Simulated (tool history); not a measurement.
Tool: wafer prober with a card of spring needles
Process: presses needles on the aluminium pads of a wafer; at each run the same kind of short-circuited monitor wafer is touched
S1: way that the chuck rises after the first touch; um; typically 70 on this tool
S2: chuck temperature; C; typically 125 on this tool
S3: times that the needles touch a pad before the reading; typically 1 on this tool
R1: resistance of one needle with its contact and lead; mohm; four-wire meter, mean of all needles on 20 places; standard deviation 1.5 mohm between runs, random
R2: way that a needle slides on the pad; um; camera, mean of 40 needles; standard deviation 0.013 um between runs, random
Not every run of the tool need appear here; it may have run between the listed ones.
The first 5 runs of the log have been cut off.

run	hour	S1	S2	S3	R1	R2
# hour 150.3: tips cleaned on abrasive film
6	162.8	70	125	1	196	10.14
# hour 166.9: tips cleaned on abrasive film
# hour 186.6: tips cleaned on abrasive film
7	196	70	125	1	179	10.12
# hour 203.2: tips cleaned on abrasive film
# hour 222.4: tips cleaned on abrasive film
8	231.1	70	125	1	178	10.12
# hour 239.2: tips cleaned on abrasive film
# hour 257: tips cleaned on abrasive film
9	261.3	70	125	1	160	10.1
# hour 275.6: tips cleaned on abrasive film
# hour 293.3: tips cleaned on abrasive film
10	301.1	70	125	1	168	10.09
# hour 304.8: height of the first contact set anew
# hour 311: tips cleaned on abrasive film
# hour 329: tips cleaned on abrasive film
11	338.6	70	125	1	182	10.22
# hour 348.3: tips cleaned on abrasive film
# hour 367.9: tips cleaned on abrasive film
12	381.8	70	63	1	198	10.21
# hour 385.1: tips cleaned on abrasive film
# hour 402.1: tips cleaned on abrasive film
13	404.3	70	125	1	152	10.19
# hour 419.1: tips cleaned on abrasive film
# hour 436.3: tips cleaned on abrasive film
14	449.6	70	125	1	188	10.15
# hour 453.7: tips cleaned on abrasive film
# hour 469.9: tips cleaned on abrasive film
15	474	70	125	1	167	10.14
# hour 487.8: tips cleaned on abrasive film
# hour 506.2: tips cleaned on abrasive film
# hour 522.8: tips cleaned on abrasive film
16	522.8	64	61	1	134	9.21
# hour 540.9: tips cleaned on abrasive film
# hour 558.4: tips cleaned on abrasive film
17	568	82	86	1	170	11.86
# hour 574.9: tips cleaned on abrasive film
# hour 591.5: tips cleaned on abrasive film
18	602.3	79	51	3	143	11.42
# hour 609.2: tips cleaned on abrasive film
# hour 621.3: height of the first contact set anew
# hour 627.9: tips cleaned on abrasive film
# hour 647.5: tips cleaned on abrasive film
19	653.4	79	51	3	135	11.54
# hour 666: tips cleaned on abrasive film
# hour 683.9: tips cleaned on abrasive film
20	683.9	79	51	3	125	11.53
# hour 701: tips cleaned on abrasive film
21	712.8	69	125	1	194	10.07
# hour 718.2: tips cleaned on abrasive film
# hour 735.3: tips cleaned on abrasive film
22	747.1	54	122	1	232	7.84

Run 23, settings as shown, results not yet in. Your forecast:
# hour 753: tips cleaned on abrasive film
# hour 770.9: tips cleaned on abrasive film
23	777.1	70	29	3	?	?

R1: 133 mohm
R2: 10.18 um
With the hidden condition absent and the run-to-run variation left alone, this run would have shown R1 118 mohm, R2 10.25 um.

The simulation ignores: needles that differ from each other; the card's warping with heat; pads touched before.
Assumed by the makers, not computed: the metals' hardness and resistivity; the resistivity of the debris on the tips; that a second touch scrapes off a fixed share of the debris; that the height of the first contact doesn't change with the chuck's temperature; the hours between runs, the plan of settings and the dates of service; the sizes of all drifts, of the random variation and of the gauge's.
